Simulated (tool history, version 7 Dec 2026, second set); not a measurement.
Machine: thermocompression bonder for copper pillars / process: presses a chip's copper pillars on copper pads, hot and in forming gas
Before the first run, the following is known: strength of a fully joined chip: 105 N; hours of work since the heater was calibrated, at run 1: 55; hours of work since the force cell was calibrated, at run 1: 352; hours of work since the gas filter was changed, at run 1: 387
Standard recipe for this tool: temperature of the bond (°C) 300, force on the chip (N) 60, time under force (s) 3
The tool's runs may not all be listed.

run   hour  temperature of the bond (°C)  force on the chip (N)  time under force (s)  hours of work since the heater was calibrated  hours of work since the force cell was calibrated  hours of work since the gas filter was changed  force that shears a chip off (N)
  1    0.0                           300                     60                     3                                             55                                                352                                             387                              49.6
  2   37.9                           284                     60                     3                                             85                                                382                                             417                              37.6
  3   58.4                           284                     60                     3                                            101                                                398                                             433                              37.6
      71.7  -- forming gas filter changed
  4   78.9                           300                     60                     3                                            117                                                414                                               6                              48.0
  5  101.1                           300                     60                     4                                            134                                                432                                              23                              52.9
  6  119.6                           300                     60                     4                                            149                                                446                                              38                              52.7
  7  158.4                           300                     60                     4                                            180                                                477                                              69                              51.1
  8  193.7                           300                     60                     4                                            208                                                505                                              97                              51.2
  9  217.2                           300                     67                     3                                            226                                                523                                             115                              51.5
 10  250.1                           300                     60                     6                                            252                                                550                                             141                              59.6
 11  285.8                           300                     60                     6                                            280                                                578                                             170                              58.3
     289.9  -- heater calibrated with a thermocouple chip
 12  309.9                           300                     60                     6                                             16                                                595                                             187                              55.3
 13  346.3                           300                     61                     3                                             45                                                624                                             216                              43.3
 14  372.5                           300                     37                     3                                             65                                                645                                             237                              25.9
 15  401.3                           300                     37                     3                                             88                                                668                                             259                              25.7
     423.2  -- heater calibrated with a thermocouple chip, once more
 16  423.2                           324                     60                     3                                              0                                                683                                             275                              63.3
 17  454.4                           320                     52                     3                                             25                                                708                                             300                              54.7
 18  489.0                           320                     52                     3                                             52                                                736                                             327                              53.6
 19  519.1                           300                     58                     3                                             76                                                759                                             351                              45.7
 20  539.6                           300                     86                     4                                             92                                                776                                             367                              68.3
 21  576.4                           300                     51                     2                                            121                                                805                                             396                              33.0
 22  602.2                           300                     45                     4                                            142                                                825                                             417                              39.8
 23  620.4                           300                     70                     5                                            156                                                840                                             431                              59.9
     635.6  -- forming gas filter changed
 24  659.8                           300                     70                     5                                            187                                                870                                              19                              61.6
 25  698.7                           300                     70                     5                                            218                                                901                                              50                              62.8

Run 26, settings as shown, results not yet in. Your forecast:
 26  736.9                           302                     86                     8                                            248                                                931                                              80                                 ?

Run 26 measured force that shears a chip off (N) 79.0.
Take away the tool's hidden state, keep the run-to-run variation as it was, and the same run would have given force that shears a chip off (N) 84.4.

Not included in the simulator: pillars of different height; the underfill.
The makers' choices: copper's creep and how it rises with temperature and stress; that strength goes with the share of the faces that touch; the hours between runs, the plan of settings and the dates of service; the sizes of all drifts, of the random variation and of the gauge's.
